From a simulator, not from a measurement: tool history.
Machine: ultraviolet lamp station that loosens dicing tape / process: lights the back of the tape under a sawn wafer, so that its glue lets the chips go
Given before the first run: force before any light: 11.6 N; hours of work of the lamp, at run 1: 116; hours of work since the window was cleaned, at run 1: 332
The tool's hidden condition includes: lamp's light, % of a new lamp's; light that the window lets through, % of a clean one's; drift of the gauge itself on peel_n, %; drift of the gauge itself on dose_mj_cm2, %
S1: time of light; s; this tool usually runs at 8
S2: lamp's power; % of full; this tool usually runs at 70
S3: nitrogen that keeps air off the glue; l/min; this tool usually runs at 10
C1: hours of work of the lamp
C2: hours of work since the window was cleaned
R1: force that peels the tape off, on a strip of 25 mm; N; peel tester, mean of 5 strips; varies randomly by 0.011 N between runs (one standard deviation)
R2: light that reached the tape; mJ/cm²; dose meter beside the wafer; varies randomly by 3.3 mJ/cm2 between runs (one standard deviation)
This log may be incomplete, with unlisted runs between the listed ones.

run   hour  S1   S2  S3   C1   C2     R1   R2
  1      0   8   70  10  116  332  0.643  434
      19.6  -- window cleaned of glue's vapour
  2   20.5   8   70  10  131    1  0.493  492
  3   32.5   8   70  10  139    9  0.491  493
  4     54   8   70  10  155   25  0.511  490
  5   67.9   6   70  10  165   35  0.968  364
  6   78.8  10   70  10  173   43  0.337  601
  7   92.2  10   70  10  183   53  0.335  602
  8  109.3  15   70  10  195   65  0.229  893
  9    129  15   70  10  209   79  0.226  888
 10  149.2  15   70  10  224   94  0.233  882
 11  166.4  15   70  10  236  106  0.233  874
 12  183.7  15   70  10  249  119  0.223  865
 13  205.5   8   70  10  265  135  0.584  452
 14  223.7   8   70   7  278  148  0.808  452
 15  240.7   8   62  10  290  160  0.768  401
 16  260.7   8   62   7  305  175  1.061  395
 17  278.3   8   62  10  317  187  0.848  395
 18  288.4   8   62  10  325  195  0.849  389
 19  304.6   8   77  10  336  206  0.528  482
 20  314.6   8   74  10  344  214  0.592  453
 21  333.7   8   74  10  357  227   0.58  457
 22  351.1   8   74  10  370  240  0.598  453
 23  367.7   8   74  10  382  252  0.605  453
 24    384   8   74   5  394  264  1.057  446
 25  403.2   8   74   5  408  278  1.061  446
 26  415.5   8   74   5  417  287  1.146  442
 27  430.9   8   74   5  428  298   1.15  437
 28    452  10  100  13  443  313  0.247  739
 29  463.7   8   63   8  452  322  1.139  365
 30  474.9   8   63   8  460  330  1.152  369
 31  488.4  10   87   5  469  340   0.53  622
     496.8  -- window cleaned of glue's vapour
 32  504.5   5   70   9  481    6  1.618  291
 33  520.6   6   69  10  492   17  1.097  342
 34  542.2   8   76  10  508   33  0.501  502
 35  551.9   5   89   5  515   40  1.594  363
 36  573.7   4   81  10  531   56  1.834  261
 37  591.4   7   85  17  544   69  0.391  476
 38    605   8   70   6  554   78  0.943  443
 39  622.8   8   71  10  566   91  0.619  446
 40  641.1   8   71  10  580  105  0.641  445
 41  655.7   8   71  10  590  115  0.654  444
 42  667.4  16   78  13  599  124  0.218  959
 43  685.1  16   78  13  612  136  0.213  950

Measured minus without-hidden-state, run by run (identical run-to-run variation in each term; gauge scatter may differ):
run      R1    R2
  1  +0.192   -77
  2  +0.036   -18
  3   +0.04   -20
  4   +0.05   -25
  5  +0.108   -21
  6  +0.031   -37
  7  +0.034   -41
  8  +0.005   -68
  9  +0.007   -75
 10  +0.008   -83
 11  +0.009   -90
 12  +0.009   -97
 13   +0.13   -56
 14  +0.191   -60
 15  +0.191   -56
 16  +0.274   -59
 17  +0.233   -62
 18   +0.24   -64
 19  +0.145   -84
 20   +0.17   -82
 21  +0.177   -86
 22   +0.19   -90
 23  +0.199   -93
 24  +0.364   -96
 25  +0.376  -101
 26  +0.413  -103
 27  +0.427  -106
 28  +0.024  -187
 29  +0.448   -96
 30  +0.461   -99
 31  +0.193  -172
 32  +0.273   -30
 33  +0.217   -38
 34  +0.102   -61
 35  +0.322   -46
 36   +0.38   -35
 37  +0.081   -70
 38  +0.252   -68
 39  +0.171   -73
 40  +0.183   -77
 41  +0.195   -80
 42  +0.003  -180
 43  +0.004  -186

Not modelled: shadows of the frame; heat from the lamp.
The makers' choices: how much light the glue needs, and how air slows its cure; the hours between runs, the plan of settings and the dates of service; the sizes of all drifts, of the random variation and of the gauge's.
